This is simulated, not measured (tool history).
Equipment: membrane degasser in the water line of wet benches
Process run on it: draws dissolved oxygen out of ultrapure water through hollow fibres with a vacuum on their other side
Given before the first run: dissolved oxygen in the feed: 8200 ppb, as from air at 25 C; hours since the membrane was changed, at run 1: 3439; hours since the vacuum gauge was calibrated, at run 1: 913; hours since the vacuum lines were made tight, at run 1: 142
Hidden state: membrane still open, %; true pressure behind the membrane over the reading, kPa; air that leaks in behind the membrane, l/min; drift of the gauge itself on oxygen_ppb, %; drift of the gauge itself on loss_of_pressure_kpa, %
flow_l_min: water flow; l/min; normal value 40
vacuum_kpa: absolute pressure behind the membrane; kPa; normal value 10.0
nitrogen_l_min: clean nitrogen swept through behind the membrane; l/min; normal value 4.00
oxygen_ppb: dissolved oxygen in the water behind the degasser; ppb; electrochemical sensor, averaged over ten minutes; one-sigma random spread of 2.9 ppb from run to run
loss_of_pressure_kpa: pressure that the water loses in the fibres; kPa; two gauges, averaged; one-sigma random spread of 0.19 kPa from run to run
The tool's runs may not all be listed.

run     day  flow_l_min  vacuum_kpa  nitrogen_l_min  hours since the membrane was changed  hours since the vacuum gauge was calibrated  hours since the vacuum lines were made tight  oxygen_ppb  loss_of_pressure_kpa
  1   0.000          40        10.0            4.00                                  3439                                          913                                           142       295.1                 39.90
  2   3.675          40        10.0            4.00                                  3527                                         1001                                           230       291.4                 40.20
  3   6.617          40        10.0            4.00                                  3598                                         1072                                           301       295.8                 39.93
  4   9.033          40        11.4            4.00                                  3656                                         1130                                           359       326.9                 40.29
  5  11.296          40        11.4            4.00                                  3710                                         1184                                           413       320.3                 40.50
  6  14.262          40         6.7            4.00                                  3782                                         1256                                           484       224.6                 40.40
  7  16.867          40         6.7            4.00                                  3844                                         1318                                           547       220.9                 40.42
  8  18.912          40         6.7            3.02                                  3893                                         1367                                           596       242.3                 40.72
  9  22.625          40         6.7            7.19                                  3982                                         1456                                           685       189.1                 40.16
 10  25.967          47        10.0            4.00                                  4062                                         1536                                           765       376.7                 47.77
 11  28.892          40        10.0            4.00                                  4133                                         1607                                           835       295.0                 40.31
 12  30.704          40        10.0            7.33                                  4176                                         1650                                           879       228.4                 40.44
 13  32.296          40        10.0            7.33                                  4214                                         1688                                           917       227.9                 40.59
 14  34.946          40        10.0            7.33                                  4278                                         1752                                           981       227.8                 41.12
 15  36.721          40        10.0            5.27                                  4321                                         1794                                          1023       258.9                 40.59
 16  40.296          40        10.0            5.27                                  4406                                         1880                                          1109       255.0                 41.05
 17  41.850          38        13.6            4.77                                  4444                                         1918                                          1146       310.4                 38.87
 18  44.921          25         8.1            1.72                                  4517                                         1991                                          1220       200.2                 25.50
 19  46.921          35        12.3            3.72                                  4565                                         2039                                          1268       297.5                 35.49
 20  48.938          35        11.1            4.00                                  4614                                         2088                                          1317       260.4                 35.87
 21  52.592          40        23.2            4.00                                  4702                                         2175                                          1404       576.1                 40.77
 22  54.996          27        17.3            4.00                                  4759                                         2233                                          1462       271.5                 27.64
 23  58.208          25        10.6            2.01                                  4836                                         2310                                          1539       246.8                 25.73
 24  60.462          43         7.3            3.28                                  4890                                         2364                                          1593       281.4                 44.18
 25  63.512          54         7.3           10.19                                  4964                                         2437                                          1666       320.2                 54.87
 26  67.296          54         7.3           10.19                                  5054                                         2528                                          1757       311.0                 55.51
 27  70.717          30        23.3            6.23                                  5137                                         2610                                          1839       290.9                 30.63
 28  73.317          56        12.8            7.90                                  5199                                         2673                                          1902       434.3                 57.64
 29  75.492          56        12.8            7.90                                  5251                                         2725                                          1954       436.6                 57.22
 30  79.067          56        12.8            7.90                                  5337                                         2811                                          2040       439.4                 57.96
 31  82.767          26        11.8            1.70                                  5426                                         2900                                          2128       333.0                 26.63
 32  85.758          47         7.0            2.00                                  5497                                         2971                                          2200       382.6                 48.20

What would each run have given without the hidden state, its run-to-run variation left as it was?
run  loss_of_pressure_kpa
  1                 39.86
  2                 40.12
  3                 39.81
  4                 40.14
  5                 40.32
  6                 40.19
  7                 40.17
  8                 40.45
  9                 39.85
 10                 47.35
 11                 39.91
 12                 40.02
 13                 40.15
 14                 40.65
 15                 40.10
 16                 40.51
 17                 38.34
 18                 25.13
 19                 34.95
 20                 35.31
 21                 40.09
 22                 27.15
 23                 25.26
 24                 43.33
 25                 53.77
 26                 54.33
 27                 29.95
 28                 56.31
 29                 55.87
 30                 56.54
 31                 25.95
 32                 46.92
oxygen_ppb without the hidden state stays within 1.4 ppb of what was measured, in all runs.
